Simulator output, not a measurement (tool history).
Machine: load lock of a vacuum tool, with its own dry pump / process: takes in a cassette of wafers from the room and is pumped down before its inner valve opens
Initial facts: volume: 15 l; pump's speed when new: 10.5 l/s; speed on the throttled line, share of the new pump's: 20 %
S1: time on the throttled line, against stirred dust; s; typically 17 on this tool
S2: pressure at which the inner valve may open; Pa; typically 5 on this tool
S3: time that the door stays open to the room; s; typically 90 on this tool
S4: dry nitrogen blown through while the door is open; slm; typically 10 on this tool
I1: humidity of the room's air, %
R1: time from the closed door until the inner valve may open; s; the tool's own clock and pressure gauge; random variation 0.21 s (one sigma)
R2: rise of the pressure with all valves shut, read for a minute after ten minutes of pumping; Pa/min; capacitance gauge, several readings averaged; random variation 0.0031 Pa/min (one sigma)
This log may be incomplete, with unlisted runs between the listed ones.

run,day,S1,S2,S3,S4,I1,R1,R2
1,0.000,17,5,90,10,43.6,28.8,0.082
2,2.621,17,5,90,10,47.9,28.8,0.084
3,5.604,17,5,67,10,47.0,28.5,0.073
4,7.242,17,5,67,10,44.9,28.5,0.070
5,9.692,17,9,67,10,44.4,27.2,0.069
6,13.621,17,7,67,10,45.3,28.1,0.073
7,17.000,17,5,90,10,42.8,28.7,0.082
8,19.708,13,5,90,10,46.3,25.2,0.086
9,23.154,13,5,90,10,45.5,25.5,0.085
10,24.775,17,5,90,5,47.9,28.7,0.096
11,26.971,17,5,90,5,44.6,28.5,0.093
12,30.783,17,5,90,5,45.4,28.5,0.097
13,33.146,17,5,90,5,47.0,28.6,0.094
14,35.754,17,5,90,10,46.4,28.6,0.089
15,39.458,17,5,90,10,47.1,28.3,0.087
16,43.000,17,6,96,5,45.3,28.5,0.102
17,46.750,32,4,96,5,44.6,41.0,0.099
18,50.546,32,5,96,5,43.3,40.5,0.103
19,52.475,17,5,29,10,47.2,28.7,0.061
20,54.833,17,5,29,10,47.5,28.4,0.060
21,58.704,15,5,29,10,42.9,27.1,0.055
22,60.925,22,5,87,10,44.4,32.6,0.087
23,63.612,22,5,87,10,41.5,32.8,0.084
24,65.783,17,8,90,10,45.9,27.9,0.097
25,68.879,22,8,108,5,44.8,31.7,0.112
26,72.779,25,8,220,10,44.0,34.5,0.146
27,75.217,12,4,220,19,44.1,25.1,0.129
28,76.925,25,4,110,12,41.7,35.1,0.098
29,79.871,25,4,110,12,47.1,35.8,0.102

Forecast each of these 4 alternatives for the next run:
A,83.354,25,4,68,14,43.9,?,?
B,83.354,11,4,31,5,44.7,?,?
C,83.354,11,8,90,16,44.3,?,?
D,83.354,17,5,136,10,43.9,?,?

run,R1,R2
A,35.6,0.087
B,24.5,0.067
C,23.1,0.088
D,28.3,0.117
With the hidden condition removed and each run's random variation left untouched, the same runs would have given:
run,R1,R2
A,35.0,0.062
B,23.8,0.042
C,22.4,0.062
D,27.7,0.092

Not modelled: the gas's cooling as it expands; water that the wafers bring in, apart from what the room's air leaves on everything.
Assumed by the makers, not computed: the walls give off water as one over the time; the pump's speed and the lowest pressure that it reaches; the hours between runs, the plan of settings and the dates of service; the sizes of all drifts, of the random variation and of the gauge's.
